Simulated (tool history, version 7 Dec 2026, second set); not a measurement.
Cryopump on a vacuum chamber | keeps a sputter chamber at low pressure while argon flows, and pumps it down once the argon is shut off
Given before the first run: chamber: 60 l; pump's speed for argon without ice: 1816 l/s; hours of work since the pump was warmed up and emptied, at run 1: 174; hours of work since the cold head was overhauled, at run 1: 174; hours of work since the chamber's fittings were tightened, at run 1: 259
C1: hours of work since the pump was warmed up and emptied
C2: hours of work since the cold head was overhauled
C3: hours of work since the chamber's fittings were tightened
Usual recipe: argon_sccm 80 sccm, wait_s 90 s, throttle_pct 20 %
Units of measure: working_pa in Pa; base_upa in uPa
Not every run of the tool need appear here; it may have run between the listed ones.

{"run": 1, "hour": 0.0, "argon_sccm": 80, "wait_s": 90, "throttle_pct": 20, "C1": 174, "C2": 174, "C3": 259, "working_pa": 0.3749, "base_upa": 1.16}
{"run": 2, "hour": 76.1, "argon_sccm": 80, "wait_s": 90, "throttle_pct": 20, "C1": 220, "C2": 220, "C3": 305, "working_pa": 0.3773, "base_upa": 1.22}
{"run": 3, "hour": 163.1, "argon_sccm": 80, "wait_s": 90, "throttle_pct": 20, "C1": 271, "C2": 271, "C3": 357, "working_pa": 0.378, "base_upa": 1.31}
{"run": 4, "hour": 210.8, "argon_sccm": 80, "wait_s": 90, "throttle_pct": 20, "C1": 300, "C2": 300, "C3": 385, "working_pa": 0.3852, "base_upa": 1.34}
{"run": 5, "hour": 323.5, "argon_sccm": 80, "wait_s": 90, "throttle_pct": 23, "C1": 367, "C2": 367, "C3": 452, "working_pa": 0.3322, "base_upa": 1.31}
{"run": 6, "hour": 417.4, "argon_sccm": 80, "wait_s": 90, "throttle_pct": 20, "C1": 423, "C2": 423, "C3": 508, "working_pa": 0.3808, "base_upa": 1.46}
{"run": 7, "hour": 505.5, "argon_sccm": 80, "wait_s": 90, "throttle_pct": 30, "C1": 476, "C2": 476, "C3": 561, "working_pa": 0.2624, "base_upa": 1.5}
{"run": 8, "hour": 611.9, "argon_sccm": 80, "wait_s": 90, "throttle_pct": 30, "C1": 539, "C2": 539, "C3": 625, "working_pa": 0.2609, "base_upa": 1.48}
{"run": 9, "hour": 694.8, "argon_sccm": 80, "wait_s": 90, "throttle_pct": 30, "C1": 589, "C2": 589, "C3": 674, "working_pa": 0.263, "base_upa": 1.63}
{"run": 10, "hour": 766.7, "argon_sccm": 80, "wait_s": 90, "throttle_pct": 30, "C1": 632, "C2": 632, "C3": 717, "working_pa": 0.2633, "base_upa": 1.73}
{"run": 11, "hour": 821.7, "argon_sccm": 80, "wait_s": 163, "throttle_pct": 20, "C1": 665, "C2": 665, "C3": 750, "working_pa": 0.3886, "base_upa": 1.44}
{"run": 12, "hour": 871.5, "argon_sccm": 80, "wait_s": 90, "throttle_pct": 20, "C1": 694, "C2": 694, "C3": 779, "working_pa": 0.3922, "base_upa": 1.77}
{"run": 13, "hour": 920.3, "argon_sccm": 80, "wait_s": 90, "throttle_pct": 20, "C1": 723, "C2": 723, "C3": 809, "working_pa": 0.3952, "base_upa": 1.9}
{"run": 14, "hour": 1022.4, "argon_sccm": 80, "wait_s": 90, "throttle_pct": 20, "C1": 784, "C2": 784, "C3": 870, "working_pa": 0.3928, "base_upa": 1.89}
{"run": 15, "hour": 1116.5, "argon_sccm": 35, "wait_s": 90, "throttle_pct": 20, "C1": 841, "C2": 841, "C3": 926, "working_pa": 0.1733, "base_upa": 2.03}
{"run": 16, "hour": 1164.5, "argon_sccm": 35, "wait_s": 90, "throttle_pct": 20, "C1": 869, "C2": 869, "C3": 954, "working_pa": 0.1741, "base_upa": 2.1}
{"run": 17, "hour": 1259.6, "argon_sccm": 35, "wait_s": 90, "throttle_pct": 20, "C1": 926, "C2": 926, "C3": 1011, "working_pa": 0.1747, "base_upa": 2.2}
{"run": 18, "hour": 1364.2, "argon_sccm": 80, "wait_s": 126, "throttle_pct": 20, "C1": 988, "C2": 988, "C3": 1074, "working_pa": 0.4022, "base_upa": 2.12}
{"hour": 1436.4, "done": "pump warmed up, emptied and cooled again"}
{"run": 19, "hour": 1483.4, "argon_sccm": 80, "wait_s": 86, "throttle_pct": 42, "C1": 28, "C2": 1057, "C3": 1142, "working_pa": 0.1772, "base_upa": 1.98}
{"run": 20, "hour": 1543.7, "argon_sccm": 80, "wait_s": 50, "throttle_pct": 18, "C1": 64, "C2": 1093, "C3": 1178, "working_pa": 0.4161, "base_upa": 2.46}
{"run": 21, "hour": 1627.4, "argon_sccm": 80, "wait_s": 90, "throttle_pct": 36, "C1": 114, "C2": 1143, "C3": 1228, "working_pa": 0.2103, "base_upa": 2.01}
{"run": 22, "hour": 1673.5, "argon_sccm": 59, "wait_s": 90, "throttle_pct": 36, "C1": 142, "C2": 1170, "C3": 1255, "working_pa": 0.1543, "base_upa": 2.0}
{"run": 23, "hour": 1723.3, "argon_sccm": 80, "wait_s": 25, "throttle_pct": 20, "C1": 171, "C2": 1200, "C3": 1285, "working_pa": 0.3805, "base_upa": 4.04}
{"run": 24, "hour": 1815.0, "argon_sccm": 80, "wait_s": 25, "throttle_pct": 20, "C1": 226, "C2": 1255, "C3": 1340, "working_pa": 0.381, "base_upa": 4.16}
{"run": 25, "hour": 1895.4, "argon_sccm": 127, "wait_s": 90, "throttle_pct": 20, "C1": 274, "C2": 1303, "C3": 1388, "working_pa": 0.6061, "base_upa": 2.24}
{"run": 26, "hour": 1966.6, "argon_sccm": 54, "wait_s": 90, "throttle_pct": 16, "C1": 317, "C2": 1345, "C3": 1430, "working_pa": 0.3207, "base_upa": 2.35}
{"run": 27, "hour": 2031.2, "argon_sccm": 47, "wait_s": 45, "throttle_pct": 30, "C1": 355, "C2": 1384, "C3": 1469, "working_pa": 0.1523, "base_upa": 3.2}
{"run": 28, "hour": 2078.1, "argon_sccm": 47, "wait_s": 45, "throttle_pct": 30, "C1": 383, "C2": 1412, "C3": 1497, "working_pa": 0.1531, "base_upa": 3.12}
{"run": 29, "hour": 2169.3, "argon_sccm": 73, "wait_s": 241, "throttle_pct": 18, "C1": 437, "C2": 1466, "C3": 1551, "working_pa": 0.3886, "base_upa": 1.96}
{"run": 30, "hour": 2251.7, "argon_sccm": 73, "wait_s": 27, "throttle_pct": 32, "C1": 487, "C2": 1515, "C3": 1600, "working_pa": 0.2238, "base_upa": 4.2}
{"run": 31, "hour": 2335.5, "argon_sccm": 73, "wait_s": 39, "throttle_pct": 32, "C1": 537, "C2": 1565, "C3": 1650, "working_pa": 0.2265, "base_upa": 3.6}
{"run": 32, "hour": 2422.5, "argon_sccm": 51, "wait_s": 92, "throttle_pct": 24, "C1": 589, "C2": 1617, "C3": 1702, "working_pa": 0.2098, "base_upa": 2.73}
{"run": 33, "hour": 2510.0, "argon_sccm": 51, "wait_s": 92, "throttle_pct": 24, "C1": 641, "C2": 1669, "C3": 1755, "working_pa": 0.2095, "base_upa": 2.81}
{"run": 34, "hour": 2604.6, "argon_sccm": 51, "wait_s": 92, "throttle_pct": 24, "C1": 697, "C2": 1726, "C3": 1811, "working_pa": 0.2086, "base_upa": 2.93}

Branching from run 34: 4 alternative next runs. What would each branch give?
{"run": "A", "hour": 2652.6, "argon_sccm": 145, "wait_s": 148, "throttle_pct": 24, "C1": 726, "C2": 1755, "C3": 1840, "working_pa": "?", "base_upa": "?"}
{"run": "B", "hour": 2652.6, "argon_sccm": 66, "wait_s": 24, "throttle_pct": 34, "C1": 726, "C2": 1755, "C3": 1840, "working_pa": "?", "base_upa": "?"}
{"run": "C", "hour": 2652.6, "argon_sccm": 51, "wait_s": 70, "throttle_pct": 48, "C1": 726, "C2": 1755, "C3": 1840, "working_pa": "?", "base_upa": "?"}
{"run": "D", "hour": 2652.6, "argon_sccm": 51, "wait_s": 92, "throttle_pct": 25, "C1": 726, "C2": 1755, "C3": 1840, "working_pa": "?", "base_upa": "?"}

run=A working_pa=0.6093 base_upa=2.70
run=B working_pa=0.1986 base_upa=5.07
run=C working_pa=0.1118 base_upa=3.10
run=D working_pa=0.2036 base_upa=2.96
Had the tool no hidden state, the same runs would have come out as:
run=A working_pa=0.5688 base_upa=0.60
run=B working_pa=0.1804 base_upa=2.97
run=C working_pa=0.0978 base_upa=1.07
run=D working_pa=0.1895 base_upa=0.91
